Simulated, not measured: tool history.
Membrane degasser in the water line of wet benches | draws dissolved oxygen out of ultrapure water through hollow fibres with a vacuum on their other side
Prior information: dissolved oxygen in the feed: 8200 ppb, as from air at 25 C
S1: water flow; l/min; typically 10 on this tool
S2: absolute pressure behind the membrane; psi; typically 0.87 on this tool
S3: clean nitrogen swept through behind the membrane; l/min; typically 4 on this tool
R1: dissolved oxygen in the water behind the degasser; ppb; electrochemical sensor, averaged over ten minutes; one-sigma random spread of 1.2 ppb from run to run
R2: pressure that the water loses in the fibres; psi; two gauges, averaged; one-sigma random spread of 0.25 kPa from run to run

run	hour	S1	S2	S3	R1	R2
1	0	10	0.87	4	173.6	10.608
2	227.7	10	0.87	4	176.8	10.647
3	349.3	10	1.655	4	211.4	10.641
4	467.2	10	1.655	4	213.1	10.617
5	661	10	1.655	4	212.7	10.707
6	789.8	7	1.069	3.28	88.6	7.49
7	922.6	10	0.87	9.98	171.5	10.773
8	1113.9	11	1.23	4.32	238.3	11.842
9	1277.9	6	0.769	5.62	49.3	6.519
10	1438.6	7	1.919	2.16	150.4	7.633

3 options for the next run, each taken on its own from the tool as it stands now. Forecast them:
A	1566.2	7	0.551	2.16	?	?
B	1566.2	10	1.861	2.16	?	?
C	1566.2	9	1.919	8.62	?	?

run	R1	R2
A	73.9	7.594
B	276.7	10.846
C	157.6	9.687
Take away the tool's hidden state, keep each run's random variation, and the runs would have read:
run	R1	R2
A	40.1	6.678
B	204.5	9.546
C	100.1	8.522

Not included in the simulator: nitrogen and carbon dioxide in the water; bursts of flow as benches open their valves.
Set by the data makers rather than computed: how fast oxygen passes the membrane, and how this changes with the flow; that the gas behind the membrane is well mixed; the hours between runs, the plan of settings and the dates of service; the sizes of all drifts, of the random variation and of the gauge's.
